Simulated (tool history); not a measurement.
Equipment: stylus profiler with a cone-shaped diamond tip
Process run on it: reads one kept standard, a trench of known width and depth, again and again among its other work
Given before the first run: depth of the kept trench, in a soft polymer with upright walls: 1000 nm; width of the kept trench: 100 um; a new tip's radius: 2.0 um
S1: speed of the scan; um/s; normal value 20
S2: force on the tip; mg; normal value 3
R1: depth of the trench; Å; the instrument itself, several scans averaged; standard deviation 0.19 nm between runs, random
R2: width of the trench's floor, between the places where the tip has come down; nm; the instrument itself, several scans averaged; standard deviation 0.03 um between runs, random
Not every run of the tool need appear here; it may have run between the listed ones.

{"run": 1, "day": 0.0, "S1": 20, "S2": 3, "R1": 10092.7, "R2": 96130}
{"run": 2, "day": 0.6, "S1": 20, "S2": 3, "R1": 10093.2, "R2": 96070}
{"run": 3, "day": 1.742, "S1": 20, "S2": 3, "R1": 10088.7, "R2": 96120}
{"run": 4, "day": 2.496, "S1": 20, "S2": 3, "R1": 10088.1, "R2": 96100}
{"run": 5, "day": 3.558, "S1": 20, "S2": 5.41, "R1": 10140.3, "R2": 96060}
{"run": 6, "day": 4.3, "S1": 20, "S2": 4.39, "R1": 10120.4, "R2": 96030}
{"run": 7, "day": 5.238, "S1": 8, "S2": 4.39, "R1": 10117.6, "R2": 95980}
{"run": 8, "day": 5.858, "S1": 20, "S2": 3, "R1": 10093.2, "R2": 96050}
{"run": 9, "day": 6.921, "S1": 20, "S2": 2.39, "R1": 10075, "R2": 95960}
{"run": 10, "day": 7.862, "S1": 20, "S2": 2.39, "R1": 10075.8, "R2": 96000}
{"run": 11, "day": 8.992, "S1": 20, "S2": 2.39, "R1": 10071.9, "R2": 95980}
{"run": 12, "day": 9.983, "S1": 6, "S2": 3, "R1": 10089.1, "R2": 96010}
{"run": 13, "day": 10.758, "S1": 6, "S2": 1.57, "R1": 10057, "R2": 95970}
{"run": 14, "day": 11.454, "S1": 6, "S2": 1.57, "R1": 10053.6, "R2": 96000}
{"run": 15, "day": 12.492, "S1": 6, "S2": 1.57, "R1": 10053.2, "R2": 95920}
{"run": 16, "day": 13.4, "S1": 32, "S2": 1.57, "R1": 10052.6, "R2": 95880}
{"run": 17, "day": 14.05, "S1": 32, "S2": 1.57, "R1": 10052.6, "R2": 95890}
{"run": 18, "day": 15.029, "S1": 20, "S2": 6.27, "R1": 10147.1, "R2": 95890}
{"run": 19, "day": 16.092, "S1": 20, "S2": 6.27, "R1": 10149.9, "R2": 95860}
{"run": 20, "day": 17.342, "S1": 10, "S2": 3.31, "R1": 10092.7, "R2": 95900}
{"run": 21, "day": 18.554, "S1": 10, "S2": 3.31, "R1": 10092.6, "R2": 95880}
{"run": 22, "day": 19.608, "S1": 21, "S2": 8.31, "R1": 10180.8, "R2": 95860}
{"run": 23, "day": 20.529, "S1": 55, "S2": 2.24, "R1": 10068.4, "R2": 95690}
{"run": 24, "day": 21.733, "S1": 7, "S2": 3, "R1": 10081.7, "R2": 95800}
{"run": 25, "day": 22.642, "S1": 16, "S2": 3, "R1": 10084.2, "R2": 95800}
{"run": 26, "day": 23.721, "S1": 11, "S2": 3, "R1": 10081.4, "R2": 95870}
{"run": 27, "day": 24.842, "S1": 11, "S2": 3, "R1": 10082.7, "R2": 95750}
{"run": 28, "day": 26.075, "S1": 11, "S2": 3, "R1": 10083, "R2": 95690}
{"run": 29, "day": 26.9, "S1": 11, "S2": 3, "R1": 10083.8, "R2": 95700}
{"run": 30, "day": 27.929, "S1": 31, "S2": 3.86, "R1": 10097.2, "R2": 95700}
{"run": 31, "day": 28.892, "S1": 31, "S2": 2.33, "R1": 10070, "R2": 95690}

Pick out some run-to-run changes in R1. Of each, how much would a tool without hidden state show as well, from the settings, what came in and chance, and how much is left for the hidden state and any gauge scatter not in both results compared?
Hidden state present: radius of the tip, um; height scale over the true one, %; drift of the gauge itself on depth_nm, %; drift of the gauge itself on floor_um, %.
Run 9 -> 10: no setting touched and nothing written in the log between the runs. R1 +0.8 Å: hidden state -0.4, all else +1.2.
Run 11 -> 12: S1 20 -> 6, S2 2.39 -> 3. R1 +17.2 Å: hidden state -0.4, all else +17.6.
Run 17 -> 18: S1 32 -> 20, S2 1.57 -> 6.27. R1 +94.5 Å: hidden state -0.4, all else +94.9.
Run 21 -> 22: S1 10 -> 21, S2 3.31 -> 8.31. R1 +88.2 Å: hidden state -0.4, all else +88.6.
Run 22 -> 23: S1 21 -> 55, S2 8.31 -> 2.24. R1 -112.4 Å: hidden state -0.1, all else -112.3.
